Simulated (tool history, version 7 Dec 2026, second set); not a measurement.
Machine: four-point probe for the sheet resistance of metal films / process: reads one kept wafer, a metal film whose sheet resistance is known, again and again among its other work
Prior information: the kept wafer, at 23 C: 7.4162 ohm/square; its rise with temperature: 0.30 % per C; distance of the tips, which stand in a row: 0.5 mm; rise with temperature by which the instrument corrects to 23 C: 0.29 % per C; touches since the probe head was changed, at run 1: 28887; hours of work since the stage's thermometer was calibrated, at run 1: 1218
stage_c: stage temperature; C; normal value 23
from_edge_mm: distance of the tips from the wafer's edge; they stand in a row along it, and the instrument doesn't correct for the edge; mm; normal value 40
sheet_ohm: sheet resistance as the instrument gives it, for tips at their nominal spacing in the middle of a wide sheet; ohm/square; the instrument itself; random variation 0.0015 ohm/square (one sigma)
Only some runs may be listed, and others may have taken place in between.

run	hour	stage_c	from_edge_mm	touches since the probe head was changed	hours of work since the stage's thermometer was calibrated	sheet_ohm
1	0	23	40	28887	1218	7.414457
2	12.9	23	9	29271	1228	7.428874
3	41.1	23	9	30114	1249	7.42772
4	60.2	23	9	30684	1263	7.432257
5	73	23	9	31066	1272	7.426668
6	90.7	23	37	31594	1285	7.416834
7	102.7	23	37	31954	1294	7.41398
8	117.5	23	37	32396	1305	7.418137
9	134.3	32	13	32895	1318	7.429455
10	152.5	31	5	33438	1331	7.464398
11	176.4	23	13	34154	1349	7.418498
12	190.4	23	13	34571	1359	7.419628
13	204.1	33	42	34981	1369	7.426979
14	228.9	33	42	35721	1388	7.430138
15	247.6	24	22	36278	1401	7.420389
16	263.3	28	37	36749	1413	7.423874

Predict each of these 3 candidate next runs independently; none follows another, all start after run 16:
A	281.6	28	6	37295	1427	?
B	281.6	31	4	37295	1427	?
C	281.6	28	37	37295	1427	?

run	sheet_ohm
A	7.445991
B	7.485929
C	7.423914
Had the tool no hidden state, the same runs would have come out as:
run	sheet_ohm
A	7.446129
B	7.486068
C	7.424051

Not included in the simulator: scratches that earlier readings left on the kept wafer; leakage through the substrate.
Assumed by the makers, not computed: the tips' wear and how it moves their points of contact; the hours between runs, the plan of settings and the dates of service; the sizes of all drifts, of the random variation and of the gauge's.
